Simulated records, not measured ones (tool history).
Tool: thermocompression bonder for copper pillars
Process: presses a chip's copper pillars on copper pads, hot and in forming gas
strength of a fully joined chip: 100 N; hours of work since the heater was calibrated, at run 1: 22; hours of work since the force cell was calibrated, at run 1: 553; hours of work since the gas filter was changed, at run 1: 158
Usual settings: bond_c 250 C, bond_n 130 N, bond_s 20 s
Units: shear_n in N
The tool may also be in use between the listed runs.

run,day,bond_c,bond_n,bond_s,hours of work since the heater was calibrated,hours of work since the force cell was calibrated,hours of work since the gas filter was changed,shear_n
1,0.000,250,130,20,22,553,158,61.3
2,0.812,250,130,20,34,564,169,61.7
3,1.438,250,130,57,42,573,177,78.1
4,1.996,254,130,57,50,580,185,77.8
5,2.992,254,130,57,63,594,198,77.9
6,3.679,254,130,57,72,603,208,79.5
7,4.454,250,130,20,83,614,218,58.2
8,5.433,250,130,20,96,627,231,58.4
9,6.338,250,131,20,108,639,244,58.4
10,6.879,250,131,20,116,647,251,59.5
11,7.425,250,131,20,123,654,258,59.0
12,8.358,250,131,20,136,667,271,58.5
# day 9.225: forming gas filter changed
13,9.325,250,148,20,149,679,1,65.9
14,9.958,250,148,20,157,688,10,67.5
15,10.850,254,141,20,169,700,22,66.3
16,11.496,250,141,14,178,709,31,58.0
# day 12.396: force cell calibrated
17,12.558,250,191,11,192,2,44,63.3
18,13.538,250,191,11,205,16,58,64.3
19,14.062,250,130,17,212,23,65,60.5
20,14.512,276,130,17,218,29,71,74.5
21,15.112,277,130,23,226,37,79,78.9
22,16.142,250,115,54,240,51,93,77.3
23,16.854,245,108,12,250,61,103,48.1
24,17.583,245,108,12,260,70,113,46.8
25,18.517,245,108,22,273,83,125,56.1

The next listed run, before its measurement:
26,19.433,262,106,10,285,96,138,?

Run 26 gave shear_n 50.3 N.
Without the tool's hidden state the same run would have given shear_n 53.6 N.
